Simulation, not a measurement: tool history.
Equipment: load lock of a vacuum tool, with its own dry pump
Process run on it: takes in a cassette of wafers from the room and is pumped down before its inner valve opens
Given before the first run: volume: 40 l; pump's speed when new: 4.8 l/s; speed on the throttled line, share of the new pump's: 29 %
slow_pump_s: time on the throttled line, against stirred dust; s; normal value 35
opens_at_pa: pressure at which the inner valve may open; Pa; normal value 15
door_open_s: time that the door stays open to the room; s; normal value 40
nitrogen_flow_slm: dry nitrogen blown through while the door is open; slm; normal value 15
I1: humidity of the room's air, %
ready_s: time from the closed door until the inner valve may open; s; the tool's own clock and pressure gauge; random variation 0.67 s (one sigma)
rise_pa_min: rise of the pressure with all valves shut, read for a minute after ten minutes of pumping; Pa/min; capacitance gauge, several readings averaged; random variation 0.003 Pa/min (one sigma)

Run 1, hour 0.0: usual settings; I1 46.7. Result: ready_s 101.1 s, rise_pa_min 0.586 Pa/min.
Run 2, hour 311.1: usual settings but slow_pump_s 64 s; I1 44.0. Result: ready_s 121.4 s, rise_pa_min 0.600 Pa/min.
Run 3, hour 562.0: usual settings but slow_pump_s 64 s; I1 41.3. Result: ready_s 120.4 s, rise_pa_min 0.615 Pa/min.
Run 4, hour 784.4: usual settings but slow_pump_s 64 s; I1 44.8. Result: ready_s 121.6 s, rise_pa_min 0.636 Pa/min.
Run 5, hour 1102.0: usual settings; I1 46.3. Result: ready_s 101.2 s, rise_pa_min 0.666 Pa/min.
Run 6, hour 1504.0: usual settings; I1 47.2. Result: ready_s 101.7 s, rise_pa_min 0.698 Pa/min.
Run 7, hour 1727.1: usual settings; I1 48.0. Result: ready_s 101.7 s, rise_pa_min 0.701 Pa/min.
At hour 1758.2: door's seal changed, seat wiped.
Run 8, hour 1926.6: usual settings but slow_pump_s 39 s; I1 45.0. Result: ready_s 104.2 s, rise_pa_min 0.024 Pa/min.
Run 9, hour 2124.8: usual settings but door_open_s 38 s; I1 41.6. Result: ready_s 102.9 s, rise_pa_min 0.028 Pa/min.
Run 10, hour 2321.9: usual settings; I1 41.1. Result: ready_s 101.3 s, rise_pa_min 0.029 Pa/min.
Run 11, hour 2667.3: usual settings but door_open_s 132 s; I1 48.1. Result: ready_s 102.0 s, rise_pa_min 0.061 Pa/min.
Run 12, hour 2874.6: usual settings but door_open_s 132 s; I1 45.8. Result: ready_s 102.6 s, rise_pa_min 0.053 Pa/min.
Run 13, hour 3240.9: usual settings but door_open_s 132 s; I1 45.4. Result: ready_s 102.0 s, rise_pa_min 0.065 Pa/min.
Run 14, hour 3498.6: usual settings but door_open_s 132 s; I1 45.0. Result: ready_s 101.4 s, rise_pa_min 0.070 Pa/min.
Run 15, hour 3839.6: usual settings but door_open_s 132 s; I1 46.0. Result: ready_s 101.1 s, rise_pa_min 0.076 Pa/min.
Run 16, hour 4211.4: usual settings but door_open_s 132 s; I1 44.2. Result: ready_s 103.0 s, rise_pa_min 0.086 Pa/min.
Run 17, hour 4588.7: usual settings but slow_pump_s 21 s, door_open_s 132 s; I1 43.3. Result: ready_s 93.9 s, rise_pa_min 0.096 Pa/min.
Run 18, hour 4993.2: usual settings but slow_pump_s 21 s, door_open_s 132 s; I1 44.2. Result: ready_s 93.9 s, rise_pa_min 0.105 Pa/min.
Run 19, hour 5397.4: usual settings but opens_at_pa 18 Pa, door_open_s 239 s, nitrogen_flow_slm 12 slm; I1 46.0. Result: ready_s 101.6 s, rise_pa_min 0.132 Pa/min.
Run 20, hour 5720.7: usual settings but slow_pump_s 19 s, opens_at_pa 28 Pa; I1 43.0. Result: ready_s 87.3 s, rise_pa_min 0.106 Pa/min.
Run 21, hour 6123.0: usual settings but slow_pump_s 19 s, opens_at_pa 28 Pa; I1 43.7. Result: ready_s 86.9 s, rise_pa_min 0.120 Pa/min.
Run 22, hour 6319.9: usual settings but slow_pump_s 19 s, opens_at_pa 17 Pa, door_open_s 44 s; I1 44.9. Result: ready_s 92.4 s, rise_pa_min 0.125 Pa/min.
Run 23, hour 6661.6: usual settings but slow_pump_s 19 s, opens_at_pa 18 Pa, door_open_s 44 s; I1 43.5. Result: ready_s 91.6 s, rise_pa_min 0.139 Pa/min.
Run 24, hour 6937.7: usual settings but slow_pump_s 29 s, opens_at_pa 18 Pa, door_open_s 44 s; I1 46.3. Result: ready_s 97.8 s, rise_pa_min 0.146 Pa/min.
Run 25, hour 7262.0: usual settings but slow_pump_s 23 s, opens_at_pa 22 Pa, door_open_s 114 s; I1 46.5. Result: ready_s 91.9 s, rise_pa_min 0.172 Pa/min.
Run 26, hour 7653.6: usual settings but slow_pump_s 52 s, door_open_s 57 s; I1 44.3. Result: ready_s 115.7 s, rise_pa_min 0.179 Pa/min.
Run 27, hour 7952.1: usual settings but slow_pump_s 27 s, opens_at_pa 25 Pa, door_open_s 215 s, nitrogen_flow_slm 32 slm; I1 45.5. Result: ready_s 93.9 s, rise_pa_min 0.189 Pa/min.
Run 28, hour 8141.6: usual settings but opens_at_pa 27 Pa, door_open_s 214 s, nitrogen_flow_slm 8 slm; I1 43.3. Result: ready_s 100.1 s, rise_pa_min 0.232 Pa/min.
Run 29, hour 8329.3: usual settings but nitrogen_flow_slm 5 slm; I1 46.1. Result: ready_s 105.3 s, rise_pa_min 0.208 Pa/min.
Run 30, hour 8631.0: usual settings but opens_at_pa 19 Pa, nitrogen_flow_slm 19 slm; I1 47.9. Result: ready_s 102.7 s, rise_pa_min 0.218 Pa/min.
Run 31, hour 9029.4: usual settings but slow_pump_s 30 s, door_open_s 37 s; I1 44.4. Result: ready_s 102.3 s, rise_pa_min 0.233 Pa/min.
Run 32, hour 9374.4: usual settings but slow_pump_s 30 s, door_open_s 37 s; I1 41.8. Result: ready_s 103.4 s, rise_pa_min 0.235 Pa/min.
Run 33, hour 9736.9: usual settings but slow_pump_s 30 s, opens_at_pa 12 Pa, door_open_s 37 s, nitrogen_flow_slm 45 slm; I1 43.1. Result: ready_s 104.5 s, rise_pa_min 0.241 Pa/min.
Run 34, hour 9994.1: usual settings but slow_pump_s 43 s, opens_at_pa 13 Pa, door_open_s 98 s, nitrogen_flow_slm 7 slm; I1 43.5. Result: ready_s 114.4 s, rise_pa_min 0.295 Pa/min.
Run 35, hour 10398.5: usual settings but door_open_s 232 s; I1 42.8. Result: ready_s 105.2 s, rise_pa_min 0.317 Pa/min.
Run 36, hour 10582.0: usual settings but opens_at_pa 14 Pa, door_open_s 67 s, nitrogen_flow_slm 31 slm; I1 47.2. Result: ready_s 107.7 s, rise_pa_min 0.293 Pa/min.

Difference, measured minus no-hidden-state, one row per run. Run-to-run variation is common to both terms; the gauge's own scatter need not be:
The hidden state here: pump's speed, % of a new pump's; leak at the door's seal, Pa l/s; drift of the gauge itself on ready_s, %; drift of the gauge itself on rise_pa_min, %.
run  ready_s  rise_pa_min
  1     +1.9       +0.564
  2     +1.7       +0.575
  3     +1.9       +0.597
  4     +1.9       +0.614
  5     +2.4       +0.640
  6     +2.6       +0.674
  7     +2.7       +0.673
  8     +2.8       +0.005
  9     +3.0       +0.008
 10     +3.0       +0.010
 11     +3.2       +0.016
 12     +3.3       +0.019
 13     +3.4       +0.026
 14     +3.5       +0.031
 15     +3.8       +0.037
 16     +4.0       +0.045
 17     +4.6       +0.055
 18     +4.8       +0.065
 19     +4.4       +0.075
 20     +4.8       +0.086
 21     +4.9       +0.097
 22     +5.5       +0.100
 23     +5.5       +0.112
 24     +5.3       +0.119
 25     +5.5       +0.134
 26     +5.3       +0.149
 27     +5.7       +0.157
 28     +5.6       +0.171
 29     +6.2       +0.178
 30     +6.1       +0.193
 31     +6.7       +0.207
 32     +6.9       +0.218
 33     +7.4       +0.231
 34     +7.2       +0.252
 35     +7.2       +0.264
 36     +7.6       +0.274
